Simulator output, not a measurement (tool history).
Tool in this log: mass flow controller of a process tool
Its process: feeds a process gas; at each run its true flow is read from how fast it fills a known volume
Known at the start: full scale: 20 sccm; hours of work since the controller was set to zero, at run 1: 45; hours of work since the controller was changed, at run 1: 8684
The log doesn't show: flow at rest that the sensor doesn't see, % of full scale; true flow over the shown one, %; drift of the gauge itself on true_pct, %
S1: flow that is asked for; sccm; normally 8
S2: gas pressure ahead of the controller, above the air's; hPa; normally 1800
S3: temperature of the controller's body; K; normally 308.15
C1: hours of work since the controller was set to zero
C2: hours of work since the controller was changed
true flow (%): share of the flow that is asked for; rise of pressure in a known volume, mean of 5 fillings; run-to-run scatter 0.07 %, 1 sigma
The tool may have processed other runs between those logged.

run 1 day=0 | S1=8 S2=1800 S3=308.15 | C1=45 C2=8684 | true_flow_(%)=100.41
run 2 day=13.767 | S1=8 S2=1800 S3=308.15 | C1=255 C2=8895 | true_flow_(%)=100.58
run 3 day=26.812 | S1=8 S2=1800 S3=298.15 | C1=455 C2=9095 | true_flow_(%)=101.01
run 4 day=39.817 | S1=8 S2=1800 S3=298.15 | C1=654 C2=9294 | true_flow_(%)=101.21
run 5 day=47.371 | S1=8 S2=1800 S3=298.15 | C1=770 C2=9410 | true_flow_(%)=101.33
run 6 day=57.267 | S1=8 S2=1800 S3=298.15 | C1=921 C2=9561 | true_flow_(%)=101.26
run 7 day=66.058 | S1=8 S2=1800 S3=298.15 | C1=1056 C2=9696 | true_flow_(%)=101.36
run 8 day=78.508 | S1=8 S2=1800 S3=298.15 | C1=1247 C2=9886 | true_flow_(%)=101.53
run 9 day=91.275 | S1=8 S2=1800 S3=298.15 | C1=1442 C2=10082 | true_flow_(%)=101.75
run 10 day=97.604 | S1=8 S2=1800 S3=298.15 | C1=1539 C2=10179 | true_flow_(%)=101.57
run 11 day=111.267 | S1=8 S2=1800 S3=298.15 | C1=1748 C2=10388 | true_flow_(%)=101.81
run 12 day=119.558 | S1=8 S2=1800 S3=308.15 | C1=1875 C2=10515 | true_flow_(%)=101.6
run 13 day=126.146 | S1=8 S2=1800 S3=298.15 | C1=1976 C2=10616 | true_flow_(%)=101.93
run 14 day=139.225 | S1=8 S2=1800 S3=298.15 | C1=2176 C2=10816 | true_flow_(%)=102.13
run 15 day=148.25 | S1=8 S2=2750 S3=308.15 | C1=2314 C2=10954 | true_flow_(%)=101.92
run 16 day=159.712 | S1=8 S2=2750 S3=308.15 | C1=2490 C2=11130 | true_flow_(%)=102.09
run 17 day=173.975 | S1=8 S2=1800 S3=300.15 | C1=2708 C2=11348 | true_flow_(%)=102.32
run 18 day=184.325 | S1=8 S2=1800 S3=300.15 | C1=2867 C2=11506 | true_flow_(%)=102.29
run 19 day=197.758 | S1=9 S2=1800 S3=293.15 | C1=3072 C2=11712 | true_flow_(%)=102.66
run 20 day=204.188 | S1=9 S2=1800 S3=293.15 | C1=3171 C2=11810 | true_flow_(%)=102.7
run 21 day=216.638 | S1=9 S2=1800 S3=293.15 | C1=3361 C2=12001 | true_flow_(%)=102.85
run 22 day=226.721 | S1=9 S2=1420 S3=302.15 | C1=3516 C2=12155 | true_flow_(%)=102.56
run 23 day=236.783 | S1=8 S2=2060 S3=302.15 | C1=3670 C2=12310 | true_flow_(%)=102.82
run 24 day=243.171 | S1=8 S2=1680 S3=294.15 | C1=3768 C2=12407 | true_flow_(%)=103.05
run 25 day=253.504 | S1=8 S2=1680 S3=294.15 | C1=3926 C2=12566 | true_flow_(%)=103.14
run 26 day=261.421 | S1=8 S2=1630 S3=307.15 | C1=4047 C2=12687 | true_flow_(%)=102.72
-- day=267.412 controller's zero set anew
run 27 day=268.7 | S1=8 S2=1630 S3=307.15 | C1=20 C2=12798 | true_flow_(%)=101.22
run 28 day=275.625 | S1=5 S2=1460 S3=293.15 | C1=126 C2=12904 | true_flow_(%)=101.48
run 29 day=286.646 | S1=5 S2=1460 S3=293.15 | C1=294 C2=13073 | true_flow_(%)=101.54
run 30 day=294.804 | S1=5 S2=1460 S3=293.15 | C1=419 C2=13197 | true_flow_(%)=101.79
run 31 day=307.392 | S1=5 S2=1460 S3=293.15 | C1=612 C2=13390 | true_flow_(%)=101.95
run 32 day=319.046 | S1=12 S2=2670 S3=305.15 | C1=791 C2=13569 | true_flow_(%)=102.15
run 33 day=327.571 | S1=6 S2=1800 S3=298.15 | C1=921 C2=13699 | true_flow_(%)=101.98
run 34 day=335.379 | S1=6 S2=1800 S3=296.15 | C1=1041 C2=13819 | true_flow_(%)=102.15
run 35 day=345.825 | S1=6 S2=1800 S3=296.15 | C1=1200 C2=13979 | true_flow_(%)=102.41

Branching from run 35: 5 alternative next runs. What would each branch give?
-- day=352.646 controller exchanged for a calibrated one
run A day=359.846 | S1=10 S2=2460 S3=296.15 | C1=110 C2=110 | true_flow_(%)=?
-- day=352.646 controller exchanged for a calibrated one
run B day=359.846 | S1=5 S2=2290 S3=308.15 | C1=110 C2=110 | true_flow_(%)=?
-- day=352.646 controller exchanged for a calibrated one
run C day=359.846 | S1=8 S2=2000 S3=294.15 | C1=110 C2=110 | true_flow_(%)=?
-- day=352.646 controller exchanged for a calibrated one
run D day=359.846 | S1=6 S2=1690 S3=296.15 | C1=110 C2=110 | true_flow_(%)=?
-- day=352.646 controller exchanged for a calibrated one
run E day=359.846 | S1=7 S2=1900 S3=296.15 | C1=110 C2=110 | true_flow_(%)=?

run=A true_flow_(%)=99.39
run=B true_flow_(%)=98.5
run=C true_flow_(%)=99.22
run=D true_flow_(%)=98.79
run=E true_flow_(%)=98.9
The same runs, with their run-to-run variation unchanged, on a tool lacking any hidden condition would have given:
run=A true_flow_(%)=99.39
run=B true_flow_(%)=98.43
run=C true_flow_(%)=99.2
run=D true_flow_(%)=98.75
run=E true_flow_(%)=98.88

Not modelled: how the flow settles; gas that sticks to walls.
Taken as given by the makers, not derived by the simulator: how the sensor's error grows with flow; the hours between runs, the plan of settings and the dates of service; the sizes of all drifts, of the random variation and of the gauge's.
